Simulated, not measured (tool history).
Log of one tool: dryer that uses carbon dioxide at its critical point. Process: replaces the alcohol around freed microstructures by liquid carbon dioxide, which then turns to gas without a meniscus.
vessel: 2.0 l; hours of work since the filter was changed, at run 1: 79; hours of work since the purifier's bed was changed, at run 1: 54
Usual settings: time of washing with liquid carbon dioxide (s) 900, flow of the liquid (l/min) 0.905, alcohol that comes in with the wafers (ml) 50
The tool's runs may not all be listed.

| run | hour | time of washing with liquid carbon dioxide (s) | flow of the liquid (l/min) | alcohol that comes in with the wafers (ml) | hours of work since the filter was changed | hours of work since the purifier's bed was changed | alcohol left in the vessel before it's heated (ppm by volume) |
|---|---|---|---|---|---|---|---|
| 1 | 0.0 | 900 | 0.905 | 50 | 79 | 54 | 88 |
| 2 | 24.7 | 900 | 0.905 | 50 | 88 | 63 | 92 |
| 3 | 42.6 | 900 | 0.905 | 50 | 94 | 70 | 93 |
| 4 | 60.7 | 900 | 0.905 | 50 | 101 | 76 | 100 |
| 5 | 75.2 | 900 | 0.905 | 50 | 106 | 82 | 104 |
| 6 | 91.7 | 900 | 0.905 | 50 | 112 | 88 | 105 |
| 7 | 109.1 | 900 | 0.905 | 50 | 119 | 94 | 98 |
| 8 | 127.6 | 900 | 0.905 | 50 | 126 | 101 | 95 |
| 9 | 151.8 | 900 | 0.905 | 50 | 135 | 110 | 113 |
| 10 | 173.7 | 900 | 0.905 | 50 | 143 | 118 | 120 |
| 11 | 185.1 | 840 | 1.501 | 59 | 147 | 122 | 34 |
| 12 | 209.6 | 840 | 1.501 | 59 | 156 | 131 | 38 |
| 13 | 223.5 | 840 | 1.501 | 59 | 161 | 137 | 41 |
| 14 | 238.1 | 900 | 0.685 | 47 | 166 | 142 | 341 |
| 15 | 253.1 | 720 | 0.836 | 28 | 172 | 148 | 253 |
| 16 | 275.6 | 720 | 0.836 | 28 | 180 | 156 | 249 |
| 17 | 297.3 | 660 | 0.836 | 97 | 188 | 164 | 1106 |
| 18 | 314.1 | 660 | 1.091 | 97 | 195 | 170 | 371 |
| 19 | 339.8 | 1380 | 1.091 | 93 | 204 | 180 | 45 |
| 20 | 352.5 | 1380 | 1.091 | 93 | 209 | 184 | 50 |

5 ways to go on from here, each from the tool as it stands after run 20. What would each give?
| A | 378.5 | 1020 | 1.091 | 93 | 218 | 194 | ? |
| B | 378.5 | 1080 | 1.091 | 36 | 218 | 194 | ? |
| C | 378.5 | 900 | 0.881 | 32 | 218 | 194 | ? |
| D | 378.5 | 840 | 0.831 | 38 | 218 | 194 | ? |
| E | 378.5 | 780 | 1.128 | 26 | 218 | 194 | ? |

| run | alcohol left in the vessel before it's heated (ppm by volume) |
|---|---|
| A | 67 |
| B | 53 |
| C | 124 |
| D | 193 |
| E | 86 |
Without the tool's hidden state the same runs would have given:
| run | alcohol left in the vessel before it's heated (ppm by volume) |
|---|---|
| A | 13 |
| B | 6 |
| C | 58 |
| D | 106 |
| E | 30 |

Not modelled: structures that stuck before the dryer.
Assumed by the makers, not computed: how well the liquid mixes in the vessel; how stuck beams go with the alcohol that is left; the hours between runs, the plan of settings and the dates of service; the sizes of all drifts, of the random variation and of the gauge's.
